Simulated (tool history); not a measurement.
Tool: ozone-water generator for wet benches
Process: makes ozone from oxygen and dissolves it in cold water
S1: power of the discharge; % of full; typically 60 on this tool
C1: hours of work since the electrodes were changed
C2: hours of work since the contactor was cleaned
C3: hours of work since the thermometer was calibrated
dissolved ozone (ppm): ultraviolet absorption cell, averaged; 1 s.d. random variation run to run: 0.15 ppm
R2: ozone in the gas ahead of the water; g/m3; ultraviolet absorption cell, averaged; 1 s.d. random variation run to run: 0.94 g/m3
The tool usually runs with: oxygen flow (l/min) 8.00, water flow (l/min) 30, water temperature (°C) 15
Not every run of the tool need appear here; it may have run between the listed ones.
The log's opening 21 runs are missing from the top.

run 22 hour=1053.7 | S1=60 oxygen_flow_(l/min)=10.15 water_flow_(l/min)=30 water_temperature_(°C)=15 | C1=2383 C2=4458 C3=165 | dissolved_ozone_(ppm)=16.9 R2=137.7
run 23 hour=1095.8 | S1=89 oxygen_flow_(l/min)=12.57 water_flow_(l/min)=30 water_temperature_(°C)=15 | C1=2412 C2=4487 C3=194 | dissolved_ozone_(ppm)=22.3 R2=164.0
run 24 hour=1132.5 | S1=89 oxygen_flow_(l/min)=12.57 water_flow_(l/min)=30 water_temperature_(°C)=15 | C1=2437 C2=4512 C3=219 | dissolved_ozone_(ppm)=22.3 R2=161.2
run 25 hour=1165.2 | S1=60 oxygen_flow_(l/min)=10.04 water_flow_(l/min)=30 water_temperature_(°C)=15 | C1=2459 C2=4534 C3=241 | dissolved_ozone_(ppm)=16.8 R2=137.0
run 26 hour=1199.6 | S1=61 oxygen_flow_(l/min)=9.43 water_flow_(l/min)=21 water_temperature_(°C)=15 | C1=2483 C2=4558 C3=265 | dissolved_ozone_(ppm)=22.4 R2=143.4
run 27 hour=1253.7 | S1=61 oxygen_flow_(l/min)=9.43 water_flow_(l/min)=21 water_temperature_(°C)=15 | C1=2520 C2=4595 C3=302 | dissolved_ozone_(ppm)=22.5 R2=142.1
-- hour=1269.5 contactor cleaned
run 28 hour=1294.4 | S1=61 oxygen_flow_(l/min)=10.93 water_flow_(l/min)=23 water_temperature_(°C)=8 | C1=2545 C2=17 C3=327 | dissolved_ozone_(ppm)=24.2 R2=132.6
run 29 hour=1333.1 | S1=61 oxygen_flow_(l/min)=10.93 water_flow_(l/min)=23 water_temperature_(°C)=8 | C1=2571 C2=43 C3=353 | dissolved_ozone_(ppm)=24.1 R2=132.0
run 30 hour=1383.1 | S1=63 oxygen_flow_(l/min)=10.30 water_flow_(l/min)=23 water_temperature_(°C)=8 | C1=2606 C2=78 C3=387 | dissolved_ozone_(ppm)=24.8 R2=139.3
run 31 hour=1427.8 | S1=63 oxygen_flow_(l/min)=10.30 water_flow_(l/min)=23 water_temperature_(°C)=8 | C1=2636 C2=108 C3=418 | dissolved_ozone_(ppm)=24.4 R2=138.8
run 32 hour=1488.7 | S1=60 oxygen_flow_(l/min)=4.87 water_flow_(l/min)=35 water_temperature_(°C)=15 | C1=2678 C2=150 C3=460 | dissolved_ozone_(ppm)=13.3 R2=192.5
run 33 hour=1555.4 | S1=48 oxygen_flow_(l/min)=4.87 water_flow_(l/min)=39 water_temperature_(°C)=15 | C1=2723 C2=195 C3=505 | dissolved_ozone_(ppm)=10.3 R2=164.9

Predict each of these 3 candidate next runs independently; none follows another, all start after run 33:
run A hour=1596.8 | S1=45 oxygen_flow_(l/min)=10.34 water_flow_(l/min)=21 water_temperature_(°C)=15 | C1=2752 C2=224 C3=533 | dissolved_ozone_(ppm)=? R2=?
run B hour=1596.8 | S1=60 oxygen_flow_(l/min)=5.13 water_flow_(l/min)=30 water_temperature_(°C)=15 | C1=2752 C2=224 C3=533 | dissolved_ozone_(ppm)=? R2=?
run C hour=1596.8 | S1=72 oxygen_flow_(l/min)=4.64 water_flow_(l/min)=18 water_temperature_(°C)=15 | C1=2752 C2=224 C3=533 | dissolved_ozone_(ppm)=? R2=?

run=A dissolved_ozone_(ppm)=18.4 R2=108.2
run=B dissolved_ozone_(ppm)=16.1 R2=188.8
run=C dissolved_ozone_(ppm)=28.4 R2=225.4
Without the tool's unlogged condition, the same runs would have read:
run=A dissolved_ozone_(ppm)=19.2 R2=112.5
run=B dissolved_ozone_(ppm)=17.0 R2=198.6
run=C dissolved_ozone_(ppm)=30.3 R2=239.0
